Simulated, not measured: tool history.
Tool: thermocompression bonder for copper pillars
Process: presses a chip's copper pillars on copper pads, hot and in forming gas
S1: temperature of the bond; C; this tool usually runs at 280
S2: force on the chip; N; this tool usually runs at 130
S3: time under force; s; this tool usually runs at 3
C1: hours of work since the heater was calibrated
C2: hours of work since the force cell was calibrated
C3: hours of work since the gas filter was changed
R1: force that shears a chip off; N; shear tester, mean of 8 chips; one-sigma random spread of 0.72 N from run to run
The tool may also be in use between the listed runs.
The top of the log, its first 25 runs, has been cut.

run   hour   S1   S2  S3   C1   C2   C3    R1
 26  380.9  253   94   3   56  334  153  27.1
 27  394.7  280  130   2   64  341  160  43.8
 28  413.6  280  130   2   74  351  170  43.3
 29  431.4  280  130   2   83  361  179  44.8
 30  448.4  305  135   2   92  370  189  57.4
 31  467.5  254   91   3  102  380  199  26.1
 32  490.2  255  117   3  115  392  211  35.2
 33  512.7  307  151   7  127  404  223  89.6
 34  533.6  262  178   8  138  415  234  75.6
 35  547.1  262  178   8  145  422  241  76.7
 36  559.5  267  165   3  152  429  248  52.5
 37  570.4  280  180   3  157  435  254  67.5
 38  589.6  280  180   3  168  445  264  65.8
     593.0  -- forming gas filter changed
 39  605.8  298  180   3  176  454    7  76.3
 40  618.3  280   93   5  183  460   13  46.5

Here are 4 independent what-if runs from the current tool condition. What would each one return?
  A  635.4  293  168   3  192  469  23   ?
  B  635.4  280   90   9  192  469  23   ?
  C  635.4  291  130   3  192  469  23   ?
  D  635.4  286  147   6  192  469  23   ?

run    R1
  A  71.8
  B  55.7
  C  56.1
  D  74.8
With the hidden condition removed and each run's random variation left untouched, the same runs would have given:
run    R1
  A  71.9
  B  55.9
  C  56.2
  D  75.0
